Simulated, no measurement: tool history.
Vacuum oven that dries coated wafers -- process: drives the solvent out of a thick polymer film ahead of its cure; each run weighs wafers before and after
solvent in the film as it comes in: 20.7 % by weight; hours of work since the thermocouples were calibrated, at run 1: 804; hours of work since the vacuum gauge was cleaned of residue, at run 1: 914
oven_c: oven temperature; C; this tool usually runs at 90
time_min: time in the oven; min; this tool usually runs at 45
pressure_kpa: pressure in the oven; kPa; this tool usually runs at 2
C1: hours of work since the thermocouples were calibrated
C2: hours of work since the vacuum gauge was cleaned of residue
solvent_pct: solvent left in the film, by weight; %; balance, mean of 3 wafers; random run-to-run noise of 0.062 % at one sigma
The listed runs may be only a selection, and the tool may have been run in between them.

Run 1, day 0: usual settings; C1 804; C2 914. Result: solvent_pct 3.72 %.
Run 2, day 2.942: usual settings; C1 849; C2 959. Result: solvent_pct 3.66 %.
Run 3, day 5.25: usual settings; C1 885; C2 995. Result: solvent_pct 3.85 %.
Run 4, day 7.283: usual settings; C1 916; C2 1026. Result: solvent_pct 3.62 %.
Run 5, day 10.438: usual settings; C1 964; C2 1074. Result: solvent_pct 3.57 %.
Run 6, day 14.088: usual settings; C1 1020; C2 1130. Result: solvent_pct 3.75 %.
Run 7, day 17.704: usual settings but time_min 74 min; C1 1076; C2 1186. Result: solvent_pct 1.78 %.
Run 8, day 21.433: usual settings but oven_c 80 C, time_min 64 min; C1 1133; C2 1243. Result: solvent_pct 5.44 %.
At day 22.229: vacuum gauge cleaned of residue and calibrated.
Run 9, day 25.217: usual settings but oven_c 80 C, time_min 64 min; C1 1190; C2 46. Result: solvent_pct 5.31 %.
Run 10, day 27.412: usual settings but oven_c 94 C, pressure_kpa 3.2 kPa; C1 1224; C2 80. Result: solvent_pct 2.93 %.
Run 11, day 30.667: usual settings but oven_c 79 C, pressure_kpa 4.27 kPa; C1 1274; C2 130. Result: solvent_pct 8.68 %.
Run 12, day 34.146: usual settings but oven_c 79 C, pressure_kpa 4.27 kPa; C1 1328; C2 183. Result: solvent_pct 8.73 %.
At day 35.538: oven's thermocouples calibrated.
Run 13, day 36.038: usual settings but oven_c 79 C, pressure_kpa 4.27 kPa; C1 8; C2 211. Result: solvent_pct 8.7 %.

What differs in the tool's unlogged condition from the final listed run ahead of each entry between runs to the first listed run following it?
Between runs 8 and 9: vacuum gauge cleaned of residue and calibrated (day 22.229)
  true pressure over the reading, kPa: 0.019 -> 0.001
Between runs 12 and 13: oven's thermocouples calibrated (day 35.538)
  true wafer temperature over the reading, C: 0.08 -> 0.01
